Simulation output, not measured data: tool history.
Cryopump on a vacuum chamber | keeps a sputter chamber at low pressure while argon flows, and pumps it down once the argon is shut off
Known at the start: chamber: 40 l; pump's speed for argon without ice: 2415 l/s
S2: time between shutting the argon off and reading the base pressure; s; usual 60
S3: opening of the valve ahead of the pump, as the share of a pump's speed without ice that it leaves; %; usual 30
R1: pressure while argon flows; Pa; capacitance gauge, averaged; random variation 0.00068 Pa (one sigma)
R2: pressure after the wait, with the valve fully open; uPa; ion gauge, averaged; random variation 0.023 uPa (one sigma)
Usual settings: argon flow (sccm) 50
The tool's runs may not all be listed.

{"run": 1, "hour": 0.0, "argon flow (sccm)": 50, "S2": 60, "S3": 30, "R1": 0.1179, "R2": 1.01}
{"run": 2, "hour": 50.6, "argon flow (sccm)": 50, "S2": 60, "S3": 30, "R1": 0.118, "R2": 1}
{"run": 3, "hour": 93.6, "argon flow (sccm)": 50, "S2": 60, "S3": 30, "R1": 0.1185, "R2": 1.01}
{"run": 4, "hour": 122.0, "argon flow (sccm)": 50, "S2": 60, "S3": 30, "R1": 0.1174, "R2": 1.02}
{"run": 5, "hour": 174.0, "argon flow (sccm)": 50, "S2": 60, "S3": 30, "R1": 0.1182, "R2": 0.99}
{"run": 6, "hour": 230.3, "argon flow (sccm)": 25, "S2": 141, "S3": 16, "R1": 0.1099, "R2": 0.65}
{"run": 7, "hour": 262.2, "argon flow (sccm)": 26, "S2": 212, "S3": 16, "R1": 0.1144, "R2": 0.57}

Forecast run 8:
{"run": 8, "hour": 311.2, "argon flow (sccm)": 47, "S2": 125, "S3": 21, "R1": "?", "R2": "?"}

Run 8 gave R1 0.1587 Pa, R2 0.7 uPa.
Without the tool's hidden state the same run would have given R1 0.1565 Pa, R2 0.44 uPa.
